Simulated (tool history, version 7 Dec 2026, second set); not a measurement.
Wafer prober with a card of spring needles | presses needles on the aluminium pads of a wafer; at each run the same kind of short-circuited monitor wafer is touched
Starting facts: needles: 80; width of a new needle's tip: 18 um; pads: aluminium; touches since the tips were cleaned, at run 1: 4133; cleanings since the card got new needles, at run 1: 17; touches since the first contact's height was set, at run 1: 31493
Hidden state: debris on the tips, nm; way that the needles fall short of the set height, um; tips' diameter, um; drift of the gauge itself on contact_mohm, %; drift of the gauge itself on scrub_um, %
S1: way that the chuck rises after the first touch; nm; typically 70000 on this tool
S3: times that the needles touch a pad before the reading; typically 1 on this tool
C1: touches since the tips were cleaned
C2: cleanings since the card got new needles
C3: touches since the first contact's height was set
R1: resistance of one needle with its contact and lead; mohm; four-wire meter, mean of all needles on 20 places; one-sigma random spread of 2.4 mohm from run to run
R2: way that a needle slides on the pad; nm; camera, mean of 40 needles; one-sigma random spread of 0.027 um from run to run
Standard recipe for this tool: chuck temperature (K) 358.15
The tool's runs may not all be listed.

{"run": 1, "hour": 0.0, "S1": 70000, "chuck temperature (K)": 358.15, "S3": 1, "C1": 4133, "C2": 17, "C3": 31493, "R1": 319, "R2": 13180}
{"hour": 2.2, "done": "tips cleaned on abrasive film"}
{"run": 2, "hour": 5.4, "S1": 70000, "chuck temperature (K)": 331.15, "S3": 1, "C1": 1113, "C2": 18, "C3": 33373, "R1": 287, "R2": 13060}
{"run": 3, "hour": 12.4, "S1": 70000, "chuck temperature (K)": 331.15, "S3": 1, "C1": 3619, "C2": 18, "C3": 35879, "R1": 309, "R2": 13080}
{"hour": 15.7, "done": "tips cleaned on abrasive film"}
{"run": 4, "hour": 19.2, "S1": 70000, "chuck temperature (K)": 331.15, "S3": 1, "C1": 1265, "C2": 19, "C3": 38299, "R1": 290, "R2": 13090}
{"run": 5, "hour": 27.4, "S1": 70000, "chuck temperature (K)": 331.15, "S3": 1, "C1": 4205, "C2": 19, "C3": 41239, "R1": 313, "R2": 13130}
{"hour": 29.6, "done": "tips cleaned on abrasive film"}
{"run": 6, "hour": 34.3, "S1": 70000, "chuck temperature (K)": 331.15, "S3": 1, "C1": 1669, "C2": 20, "C3": 43651, "R1": 293, "R2": 13060}
{"hour": 43.2, "done": "tips cleaned on abrasive film"}
{"run": 7, "hour": 43.4, "S1": 70000, "chuck temperature (K)": 358.15, "S3": 1, "C1": 69, "C2": 21, "C3": 46902, "R1": 278, "R2": 13060}
{"run": 8, "hour": 51.7, "S1": 70000, "chuck temperature (K)": 358.15, "S3": 1, "C1": 3032, "C2": 21, "C3": 49865, "R1": 309, "R2": 13030}
{"hour": 56.9, "done": "tips cleaned on abrasive film"}
{"run": 9, "hour": 59.3, "S1": 70000, "chuck temperature (K)": 358.15, "S3": 1, "C1": 852, "C2": 22, "C3": 52540, "R1": 289, "R2": 13030}
{"run": 10, "hour": 66.3, "S1": 70000, "chuck temperature (K)": 358.15, "S3": 1, "C1": 3362, "C2": 22, "C3": 55050, "R1": 316, "R2": 12970}
{"hour": 70.3, "done": "tips cleaned on abrasive film"}
{"run": 11, "hour": 75.7, "S1": 70000, "chuck temperature (K)": 358.15, "S3": 1, "C1": 1912, "C2": 23, "C3": 58364, "R1": 306, "R2": 13030}
{"run": 12, "hour": 82.2, "S1": 70000, "chuck temperature (K)": 358.15, "S3": 1, "C1": 4253, "C2": 23, "C3": 60705, "R1": 324, "R2": 13020}
{"hour": 84.0, "done": "tips cleaned on abrasive film"}
{"run": 13, "hour": 88.8, "S1": 70000, "chuck temperature (K)": 306.15, "S3": 1, "C1": 1710, "C2": 24, "C3": 63021, "R1": 289, "R2": 13010}
{"hour": 97.9, "done": "tips cleaned on abrasive film"}
{"run": 14, "hour": 98.0, "S1": 81000, "chuck temperature (K)": 358.15, "S3": 1, "C1": 21, "C2": 25, "C3": 66284, "R1": 275, "R2": 15060}
{"hour": 100.2, "done": "height of the first contact set anew"}
{"run": 15, "hour": 104.0, "S1": 81000, "chuck temperature (K)": 358.15, "S3": 1, "C1": 2069, "C2": 25, "C3": 1368, "R1": 294, "R2": 15250}
{"run": 16, "hour": 111.0, "S1": 81000, "chuck temperature (K)": 358.15, "S3": 1, "C1": 4567, "C2": 25, "C3": 3866, "R1": 311, "R2": 15330}
{"hour": 112.3, "done": "tips cleaned on abrasive film"}
{"run": 17, "hour": 118.0, "S1": 86000, "chuck temperature (K)": 358.15, "S3": 1, "C1": 2021, "C2": 26, "C3": 6332, "R1": 295, "R2": 16200}
{"run": 18, "hour": 124.3, "S1": 56000, "chuck temperature (K)": 393.15, "S3": 3, "C1": 4307, "C2": 26, "C3": 8618, "R1": 311, "R2": 10570}
{"hour": 125.9, "done": "tips cleaned on abrasive film"}
{"run": 19, "hour": 128.2, "S1": 56000, "chuck temperature (K)": 393.15, "S3": 3, "C1": 842, "C2": 27, "C3": 9973, "R1": 296, "R2": 10510}
{"run": 20, "hour": 137.0, "S1": 56000, "chuck temperature (K)": 393.15, "S3": 3, "C1": 3986, "C2": 27, "C3": 13117, "R1": 306, "R2": 10490}
{"hour": 139.6, "done": "tips cleaned on abrasive film"}
{"run": 21, "hour": 141.1, "S1": 67000, "chuck temperature (K)": 358.15, "S3": 2, "C1": 523, "C2": 28, "C3": 14544, "R1": 282, "R2": 12620}
{"run": 22, "hour": 147.1, "S1": 76000, "chuck temperature (K)": 371.15, "S3": 1, "C1": 2657, "C2": 28, "C3": 16678, "R1": 305, "R2": 14300}
{"hour": 153.6, "done": "tips cleaned on abrasive film"}
{"run": 23, "hour": 155.4, "S1": 76000, "chuck temperature (K)": 371.15, "S3": 1, "C1": 660, "C2": 29, "C3": 19645, "R1": 287, "R2": 14260}

Take each entry between the runs: how does the hidden state at the last listed run before it differ from the hidden state at the first listed run after it?
Logged between run 1 and run 2: tips cleaned on abrasive film (hour 2.2)
  debris on the tips, nm: 117.3 -> 46.7; way that the needles fall short of the set height, um: 0.53 -> 0.64; tips' diameter, um: 18.65 -> 18.68
  difference, measured minus the result without the unlogged condition, R1: +45 -> +19 mohm; R2: -100 -> -120 nm
Logged between run 3 and run 4: tips cleaned on abrasive film (hour 15.7)
  debris on the tips, nm: 105.9 -> 51.1; way that the needles fall short of the set height, um: 0.64 -> 0.76; tips' diameter, um: 18.68 -> 18.72
  difference, measured minus the result without the unlogged condition, R1: +43 -> +20 mohm; R2: -120 -> -140 nm
Logged between run 5 and run 6: tips cleaned on abrasive film (hour 29.6)
  debris on the tips, nm: 113.7 -> 69.1; way that the needles fall short of the set height, um: 0.76 -> 0.86; tips' diameter, um: 18.72 -> 18.76
  difference, measured minus the result without the unlogged condition, R1: +46 -> +28 mohm; R2: -140 -> -160 nm
Logged between run 6 and run 7: tips cleaned on abrasive film (hour 43.2)
  debris on the tips, nm: 69.1 -> 7.8; way that the needles fall short of the set height, um: 0.86 -> 0.97; tips' diameter, um: 18.76 -> 18.8
  difference, measured minus the result without the unlogged condition, R1: +28 -> +4 mohm; R2: -160 -> -180 nm
Logged between run 8 and run 9: tips cleaned on abrasive film (hour 56.9)
  debris on the tips, nm: 94.1 -> 40.3; way that the needles fall short of the set height, um: 0.97 -> 1.1; tips' diameter, um: 18.8 -> 18.85
  difference, measured minus the result without the unlogged condition, R1: +36 -> +16 mohm; R2: -180 -> -200 nm
Logged between run 10 and run 11: tips cleaned on abrasive film (hour 70.3)
  debris on the tips, nm: 104.1 -> 74.2; way that the needles fall short of the set height, um: 1.1 -> 1.22; tips' diameter, um: 18.85 -> 18.89
  difference, measured minus the result without the unlogged condition, R1: +41 -> +30 mohm; R2: -210 -> -230 nm
Logged between run 12 and run 13: tips cleaned on abrasive film (hour 84.0)
  debris on the tips, nm: 119.2 -> 67.6; way that the needles fall short of the set height, um: 1.22 -> 1.33; tips' diameter, um: 18.89 -> 18.92
  difference, measured minus the result without the unlogged condition, R1: +47 -> +29 mohm; R2: -230 -> -250 nm
Logged between run 13 and run 14: tips cleaned on abrasive film (hour 97.9)
  debris on the tips, nm: 67.6 -> 7.7; way that the needles fall short of the set height, um: 1.33 -> 1.44; tips' diameter, um: 18.92 -> 18.97
  difference, measured minus the result without the unlogged condition, R1: +29 -> +2 mohm; R2: -250 -> -280 nm
Logged between run 14 and run 15: height of the first contact set anew (hour 100.2)
  debris on the tips, nm: 7.7 -> 74.4; way that the needles fall short of the set height, um: 1.44 -> 0
  difference, measured minus the result without the unlogged condition, R1: +2 -> +23 mohm; R2: -280 -> +0 nm
Logged between run 16 and run 17: tips cleaned on abrasive film (hour 112.3)
  debris on the tips, nm: 123.5 -> 81.4; way that the needles fall short of the set height, um: 0 -> 0.13; tips' diameter, um: 18.97 -> 19.01
  difference, measured minus the result without the unlogged condition, R1: +37 -> +23 mohm; R2: +0 -> -30 nm
Logged between run 18 and run 19: tips cleaned on abrasive film (hour 125.9)
  debris on the tips, nm: 121.4 -> 38.4; way that the needles fall short of the set height, um: 0.13 -> 0.25; tips' diameter, um: 19.01 -> 19.05
  difference, measured minus the result without the unlogged condition, R1: +24 -> +8 mohm; R2: -20 -> -50 nm
Logged between run 20 and run 21: tips cleaned on abrasive film (hour 139.6)
  debris on the tips, nm: 113.2 -> 24.8; way that the needles fall short of the set height, um: 0.25 -> 0.36; tips' diameter, um: 19.05 -> 19.09
  difference, measured minus the result without the unlogged condition, R1: +22 -> +7 mohm; R2: -40 -> -60 nm
Logged between run 22 and run 23: tips cleaned on abrasive film (hour 153.6)
  debris on the tips, nm: 85 -> 34.5; way that the needles fall short of the set height, um: 0.36 -> 0.44; tips' diameter, um: 19.09 -> 19.12
  difference, measured minus the result without the unlogged condition, R1: +28 -> +12 mohm; R2: -60 -> -90 nm
